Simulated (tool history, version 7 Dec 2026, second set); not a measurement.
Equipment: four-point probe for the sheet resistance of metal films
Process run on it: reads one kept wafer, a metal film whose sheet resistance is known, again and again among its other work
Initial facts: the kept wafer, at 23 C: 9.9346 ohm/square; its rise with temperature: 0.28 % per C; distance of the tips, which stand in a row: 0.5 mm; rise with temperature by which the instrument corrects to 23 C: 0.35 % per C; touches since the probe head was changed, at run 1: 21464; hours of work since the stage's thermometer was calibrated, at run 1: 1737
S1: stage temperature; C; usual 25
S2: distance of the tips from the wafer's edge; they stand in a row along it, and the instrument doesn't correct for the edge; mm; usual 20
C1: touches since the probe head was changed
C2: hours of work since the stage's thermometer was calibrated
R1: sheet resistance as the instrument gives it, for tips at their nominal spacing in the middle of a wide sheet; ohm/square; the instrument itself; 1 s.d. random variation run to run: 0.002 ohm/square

run 1 hour=0.0 | S1=25 S2=20 | C1=21464 C2=1737 | R1=9.948493
run 2 hour=25.0 | S1=20 S2=20 | C1=21987 C2=1749 | R1=9.987345
run 3 hour=54.9 | S1=20 S2=20 | C1=22610 C2=1763 | R1=9.984854
run 4 hour=80.2 | S1=20 S2=20 | C1=23139 C2=1774 | R1=9.985999
run 5 hour=105.9 | S1=20 S2=20 | C1=23676 C2=1787 | R1=9.984886
run 6 hour=140.5 | S1=20 S2=20 | C1=24398 C2=1803 | R1=9.988494
run 7 hour=171.0 | S1=20 S2=20 | C1=25037 C2=1817 | R1=9.985383
run 8 hour=208.0 | S1=34 S2=20 | C1=25808 C2=1835 | R1=9.891084
run 9 hour=224.9 | S1=34 S2=20 | C1=26162 C2=1842 | R1=9.892309
run 10 hour=240.7 | S1=34 S2=20 | C1=26492 C2=1850 | R1=9.894052
-- hour=243.1 stage's thermometer calibrated
run 11 hour=261.0 | S1=21 S2=23 | C1=26906 C2=8 | R1=9.971537
run 12 hour=299.2 | S1=19 S2=9 | C1=27703 C2=26 | R1=10.003786
run 13 hour=328.7 | S1=33 S2=25 | C1=28319 C2=40 | R1=9.895583
run 14 hour=358.0 | S1=33 S2=25 | C1=28932 C2=54 | R1=9.895774
-- hour=365.1 stage's thermometer calibrated, once more
run 15 hour=393.9 | S1=26 S2=21 | C1=29671 C2=14 | R1=9.962028
run 16 hour=431.0 | S1=28 S2=23 | C1=30446 C2=31 | R1=9.948334
run 17 hour=459.6 | S1=28 S2=23 | C1=31045 C2=44 | R1=9.947428
run 18 hour=481.4 | S1=19 S2=64 | C1=31501 C2=55 | R1=10.007451
run 19 hour=515.8 | S1=24 S2=22 | C1=32219 C2=71 | R1=9.977053

What if the next run were any one of these 3? Each begins from the tool's condition after run 19:
run A hour=535.4 | S1=20 S2=52 | C1=32627 C2=80 | R1=?
run B hour=535.4 | S1=33 S2=5 | C1=32627 C2=80 | R1=?
run C hour=535.4 | S1=35 S2=9 | C1=32627 C2=80 | R1=?

run=A R1=10.000702
run=B R1=9.966629
run=C R1=9.915971
Stripped of hidden state, with their random variation kept, the same runs would have yielded:
run=A R1=9.954048
run=B R1=9.920070
run=C R1=9.869622

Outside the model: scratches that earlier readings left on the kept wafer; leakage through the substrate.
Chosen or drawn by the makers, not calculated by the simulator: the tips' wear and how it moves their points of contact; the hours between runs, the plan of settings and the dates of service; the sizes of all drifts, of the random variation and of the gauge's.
